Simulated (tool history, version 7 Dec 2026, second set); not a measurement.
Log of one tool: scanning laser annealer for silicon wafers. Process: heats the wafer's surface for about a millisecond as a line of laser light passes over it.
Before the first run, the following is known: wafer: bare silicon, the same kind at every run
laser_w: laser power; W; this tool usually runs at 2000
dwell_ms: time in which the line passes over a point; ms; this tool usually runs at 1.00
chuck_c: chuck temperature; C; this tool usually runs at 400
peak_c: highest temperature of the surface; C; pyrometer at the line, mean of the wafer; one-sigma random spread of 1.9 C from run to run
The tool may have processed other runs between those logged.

run,day,laser_w,dwell_ms,chuck_c,peak_c
1,0.000,2000,1.00,400,1125
2,2.538,2000,1.00,400,1126
3,4.821,2000,1.00,400,1125
4,7.071,2000,1.00,400,1125
5,8.458,2000,1.00,400,1122
6,9.912,2000,1.00,400,1126
7,12.475,1778,1.00,400,1049
8,14.988,1778,1.00,400,1045
9,16.979,1778,1.00,400,1044
10,19.354,1778,1.00,400,1044
11,21.654,2000,1.00,400,1124
12,22.804,2000,1.00,400,1126
13,24.250,1906,1.05,390,1102
# day 24.467: window over the wafer cleaned
14,25.783,1761,1.05,390,1047
15,27.238,1761,1.05,390,1051
16,29.125,1761,1.05,390,1046
17,31.625,1761,1.05,390,1046
18,32.946,1761,1.05,390,1048
19,35.129,1761,0.88,363,958
20,36.892,2000,1.00,422,1146
21,38.783,1962,0.97,378,1074
22,40.858,1783,1.00,400,1045
23,43.162,2000,1.16,400,1190

Consider 5 possible next runs. They are alternatives, not a sequence: every one starts from the tool as it was left by run 23. What does each give?
A,45.542,2086,1.10,400,?
B,45.542,1844,1.00,431,?
C,45.542,2105,1.00,421,?
D,45.542,2000,0.84,434,?
E,45.542,2000,1.16,399,?

run,peak_c
A,1198
B,1101
C,1183
D,1088
E,1182
Without the tool's hidden state the same runs would have given:
run,peak_c
A,1199
B,1102
C,1184
D,1089
E,1184
